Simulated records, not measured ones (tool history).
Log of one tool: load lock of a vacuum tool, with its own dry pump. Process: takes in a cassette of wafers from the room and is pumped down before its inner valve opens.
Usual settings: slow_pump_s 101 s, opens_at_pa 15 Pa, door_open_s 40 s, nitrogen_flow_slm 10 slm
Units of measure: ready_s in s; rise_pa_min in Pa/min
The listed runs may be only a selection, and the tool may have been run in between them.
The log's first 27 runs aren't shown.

run	hour	slow_pump_s	opens_at_pa	door_open_s	nitrogen_flow_slm	incoming humidity of the room's air, %	ready_s	rise_pa_min
28	4651.8	79	23	40	8	47.7	201.8	0.02
29	4812.2	79	23	40	8	45.1	202.3	0.022
30	4911.5	101	15	40	5	44.7	226.6	0.019
31	5012.9	183	26	40	40	45.8	280.7	0.013
32	5233.5	101	22	177	10	42	217.9	0.059
33	5469.5	101	22	177	10	40.7	219.4	0.056
34	5620.5	101	26	26	10	42.2	216.2	0.018
35	5779.4	101	26	26	10	49.8	216.5	0.017
36	5980.2	61	26	26	10	45.4	186	0.013

Predict each of these 3 candidate next runs independently; none follows another, all start after run 36:
A	6132.4	61	14	34	10	39.6	?	?
B	6132.4	54	26	26	10	45	?	?
C	6132.4	66	15	64	29	47.2	?	?

run	ready_s	rise_pa_min
A	196.8	0.021
B	180.1	0.015
C	197	0.018
Without the tool's hidden state the same runs would have given:
run	ready_s	rise_pa_min
A	196.5	0.02
B	179.8	0.014
C	196.7	0.017
